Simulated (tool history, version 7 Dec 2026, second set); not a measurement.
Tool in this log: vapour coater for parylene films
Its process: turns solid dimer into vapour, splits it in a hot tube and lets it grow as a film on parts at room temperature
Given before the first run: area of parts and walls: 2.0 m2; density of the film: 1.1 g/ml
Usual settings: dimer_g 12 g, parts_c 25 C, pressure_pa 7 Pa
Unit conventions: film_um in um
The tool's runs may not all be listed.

{"run": 1, "day": 0.0, "dimer_g": 12, "parts_c": 25, "pressure_pa": 7, "film_um": 2.6}
{"run": 2, "day": 1.583, "dimer_g": 12, "parts_c": 25, "pressure_pa": 7, "film_um": 2.61}
{"run": 3, "day": 4.062, "dimer_g": 12, "parts_c": 25, "pressure_pa": 7, "film_um": 2.8}
{"run": 4, "day": 6.55, "dimer_g": 12, "parts_c": 25, "pressure_pa": 7, "film_um": 2.8}
{"run": 5, "day": 7.842, "dimer_g": 12, "parts_c": 25, "pressure_pa": 7, "film_um": 2.78}
{"run": 6, "day": 10.196, "dimer_g": 12, "parts_c": 25, "pressure_pa": 7, "film_um": 2.74}
{"run": 7, "day": 12.4, "dimer_g": 12, "parts_c": 25, "pressure_pa": 7, "film_um": 2.75}
{"run": 8, "day": 13.817, "dimer_g": 12, "parts_c": 25, "pressure_pa": 7, "film_um": 2.67}
{"run": 9, "day": 16.15, "dimer_g": 12, "parts_c": 25, "pressure_pa": 2.38, "film_um": 3.08}
{"run": 10, "day": 18.125, "dimer_g": 12, "parts_c": 25, "pressure_pa": 2.38, "film_um": 3.05}
{"run": 11, "day": 20.321, "dimer_g": 12, "parts_c": 25, "pressure_pa": 7, "film_um": 2.65}
{"run": 12, "day": 22.121, "dimer_g": 5, "parts_c": 25, "pressure_pa": 7, "film_um": 1.1}
{"run": 13, "day": 23.833, "dimer_g": 12, "parts_c": 22, "pressure_pa": 7, "film_um": 2.99}
{"run": 14, "day": 25.946, "dimer_g": 12, "parts_c": 25, "pressure_pa": 7, "film_um": 2.79}
{"run": 15, "day": 27.738, "dimer_g": 12, "parts_c": 25, "pressure_pa": 7, "film_um": 2.79}
{"run": 16, "day": 29.271, "dimer_g": 12, "parts_c": 25, "pressure_pa": 7, "film_um": 2.75}
{"run": 17, "day": 30.408, "dimer_g": 12, "parts_c": 19, "pressure_pa": 2.41, "film_um": 3.65}
{"run": 18, "day": 31.475, "dimer_g": 12, "parts_c": 24, "pressure_pa": 7, "film_um": 2.8}
{"run": 19, "day": 33.108, "dimer_g": 6, "parts_c": 32, "pressure_pa": 2.08, "film_um": 1.35}
{"run": 20, "day": 35.612, "dimer_g": 9, "parts_c": 25, "pressure_pa": 7.34, "film_um": 2.04}
{"run": 21, "day": 36.721, "dimer_g": 14, "parts_c": 21, "pressure_pa": 7, "film_um": 3.44}
{"run": 22, "day": 38.162, "dimer_g": 14, "parts_c": 21, "pressure_pa": 7, "film_um": 3.41}
{"run": 23, "day": 39.446, "dimer_g": 7, "parts_c": 33, "pressure_pa": 5.44, "film_um": 1.33}
{"run": 24, "day": 40.95, "dimer_g": 12, "parts_c": 22, "pressure_pa": 7, "film_um": 2.83}
{"run": 25, "day": 43.483, "dimer_g": 11, "parts_c": 19, "pressure_pa": 7, "film_um": 2.96}
{"run": 26, "day": 45.238, "dimer_g": 11, "parts_c": 19, "pressure_pa": 7, "film_um": 3.01}
{"run": 27, "day": 47.05, "dimer_g": 7, "parts_c": 34, "pressure_pa": 4.51, "film_um": 1.42}
{"run": 28, "day": 49.05, "dimer_g": 7, "parts_c": 17, "pressure_pa": 2.15, "film_um": 2.29}
{"run": 29, "day": 50.475, "dimer_g": 12, "parts_c": 33, "pressure_pa": 2.89, "film_um": 2.57}

The log once held 3 entries between its listed runs, left out of this copy. Where does each go, and what is different about the tool's unlogged condition between the listed run before it and the listed run after it?
Between runs 2 and 3: trap's valve overhauled (day 2.546)
  vapour lost through the trap's worn valve, %: 7.5 -> 0.8; true temperature of the parts over the reading, C: -0.75 -> -0.78
  the result without the hidden state subtracted from the measured one, film_um: -0.16 -> +0.03 um
Between runs 12 and 13: trap's valve overhauled (day 22.967)
  vapour lost through the trap's worn valve, %: 7.3 -> 0.6; true temperature of the parts over the reading, C: -0.98 -> -0.99
  the result without the hidden state subtracted from the measured one, film_um: -0.06 -> +0.05 um
Between runs 24 and 25: trap's valve overhauled (day 43.425)
  vapour lost through the trap's worn valve, %: 6.9 -> 0; true temperature of the parts over the reading, C: -1.18 -> -1.21
  the result without the hidden state subtracted from the measured one, film_um: -0.13 -> +0.08 um

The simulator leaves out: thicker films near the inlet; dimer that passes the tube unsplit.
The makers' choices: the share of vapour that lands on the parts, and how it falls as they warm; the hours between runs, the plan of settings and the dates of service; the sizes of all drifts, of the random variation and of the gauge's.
